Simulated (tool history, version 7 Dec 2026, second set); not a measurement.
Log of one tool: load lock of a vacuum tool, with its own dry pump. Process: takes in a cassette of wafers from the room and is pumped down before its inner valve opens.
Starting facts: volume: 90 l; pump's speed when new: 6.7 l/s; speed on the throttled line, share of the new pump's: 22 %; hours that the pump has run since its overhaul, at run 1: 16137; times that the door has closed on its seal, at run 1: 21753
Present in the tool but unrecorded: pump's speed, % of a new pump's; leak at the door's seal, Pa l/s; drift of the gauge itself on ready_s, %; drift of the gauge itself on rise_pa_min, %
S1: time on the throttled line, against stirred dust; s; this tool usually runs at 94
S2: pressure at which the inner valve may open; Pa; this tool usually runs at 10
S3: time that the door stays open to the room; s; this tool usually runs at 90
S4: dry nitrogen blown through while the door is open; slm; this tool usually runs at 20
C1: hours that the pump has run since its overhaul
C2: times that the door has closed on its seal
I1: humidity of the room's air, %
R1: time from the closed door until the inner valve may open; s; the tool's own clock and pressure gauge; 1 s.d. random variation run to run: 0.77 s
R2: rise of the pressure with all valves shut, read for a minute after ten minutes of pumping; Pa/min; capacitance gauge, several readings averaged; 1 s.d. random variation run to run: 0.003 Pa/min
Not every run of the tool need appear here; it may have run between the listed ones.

run    hour   S1  S2   S3  S4     C1     C2    I1     R1     R2
  1     0.0   94  10   90  20  16137  21753  45.8  196.8  0.027
  2   325.2   94  10   90  20  16462  22436  45.8  197.2  0.030
  3   488.8   94  12   90  20  16626  22780  42.6  194.9  0.033
  4   669.5   94  12   90  20  16807  23160  42.2  194.3  0.028
  5   917.0   94  10   90  20  17054  23679  50.5  196.0  0.033
  6  1157.8  150  10   90  20  17295  24185  44.5  242.0  0.033
  7  1388.8  150  10   90  20  17526  24670  42.6  241.2  0.033
  8  1697.3  150  10   90  20  17834  25318  44.4  241.9  0.035
  9  1946.9  150  10   90  20  18084  25843  43.9  240.9  0.029
 10  2204.9   94  10   90  20  18342  26384  44.0  197.0  0.034
 11  2541.8   94  10   90  15  18679  27092  48.2  198.2  0.038
 12  2884.6   94  10   90  15  19022  27812  44.3  197.1  0.035
 13  3141.1   94  10   90   5  19278  28351  45.0  197.7  0.054
 14  3439.8   94  10   90   5  19577  28978  42.5  198.2  0.055
 15  3600.8   94  10   90   5  19738  29316  45.5  197.8  0.054
 16  3830.9   94  10   90   5  19968  29800  46.1  197.0  0.061
 17  4135.2   94  10   90   5  20272  30439  47.9  197.6  0.058
 18  4489.7   94  10   90   5  20627  31183  45.8  196.5  0.060
 19  4699.7  116  10   90  24  20837  31625  46.4  213.9  0.031
 20  4995.1  116  10   90  24  21132  32245  43.9  215.4  0.028
     5126.0  -- dry pump taken out, an overhauled one fitted
 21  5282.3  116  10   90  24    156  32835  43.9  214.2  0.028
 22  5468.0   74  15  133  25    342  33226  45.3  175.9  0.035
 23  5780.7  150  10   90  17    655  33882  47.4  239.2  0.029
 24  5997.6   49  10   90  17    872  34338  45.3  161.8  0.041
 25  6157.9   73  10  174  20   1032  34675  41.6  180.9  0.038
 26  6318.7  174  11   90   4   1193  35012  45.1  260.7  0.059
 27  6477.5   63  11   90  32   1352  35346  43.5  172.0  0.029
 28  6772.3   62   9   90  20   1646  35965  44.6  173.9  0.030
 29  7089.0   62   9   90  20   1963  36630  43.4  174.2  0.029

What does the tool deliver on the next run?
 30  7303.3  62   9  90  20  2177  37081  44.7   ?   ?

Run 30 yielded R1 174.1 s, R2 0.030 Pa/min.
With the hidden condition absent and the run-to-run variation left alone, this run would have shown R1 174.1 s, R2 0.029 Pa/min.
